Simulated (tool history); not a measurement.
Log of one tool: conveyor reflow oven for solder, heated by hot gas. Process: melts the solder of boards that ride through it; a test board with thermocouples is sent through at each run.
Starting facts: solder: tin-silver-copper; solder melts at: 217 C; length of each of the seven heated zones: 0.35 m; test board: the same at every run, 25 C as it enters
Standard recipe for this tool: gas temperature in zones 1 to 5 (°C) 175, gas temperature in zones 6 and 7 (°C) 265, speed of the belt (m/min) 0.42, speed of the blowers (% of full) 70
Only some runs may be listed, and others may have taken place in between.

run	hour	gas temperature in zones 1 to 5 (°C)	gas temperature in zones 6 and 7 (°C)	speed of the belt (m/min)	speed of the blowers (% of full)	highest temperature of the board (°C)	time above the solder's melting point (s)
1	0	175	265	0.42	70	249	72.4
2	7.9	175	265	0.42	70	249.2	72.4
3	18	175	265	0.42	70	249	72.4
4	28.7	175	265	0.42	70	248.9	72.3
5	38.3	175	257	0.42	70	242	64.3
6	47.8	175	255	0.42	70	240	62.2
7	57.9	175	267	0.42	70	250.8	73.8
8	73.2	175	267	0.42	70	250.6	73.6
9	91.6	175	267	0.42	70	250.7	74
10	100	175	267	0.42	70	250.4	73.7
11	115.6	175	267	0.42	70	250.3	73.5
12	125.8	175	267	0.42	70	250.5	73.8
13	139.2	175	280	0.42	70	261.5	83.4
14	148.9	175	265	0.42	70	248.8	71.8
15	167.1	175	265	0.42	62	246.4	68.2
16	181.2	175	265	0.42	65	247.2	69.7
17	192.6	175	265	0.42	65	247	69.8
18	201.1	167	261	0.364	70	247.6	79.9

The next listed run, before its measurement:
19	208.9	182	272	0.469	83	?	?

highest temperature of the board (°C): 255
time above the solder's melting point (s): 72.7
On a tool with no hidden condition, and with the same random variation, this run would have come out at highest temperature of the board (°C) 256.9, time above the solder's melting point (s) 74.1.

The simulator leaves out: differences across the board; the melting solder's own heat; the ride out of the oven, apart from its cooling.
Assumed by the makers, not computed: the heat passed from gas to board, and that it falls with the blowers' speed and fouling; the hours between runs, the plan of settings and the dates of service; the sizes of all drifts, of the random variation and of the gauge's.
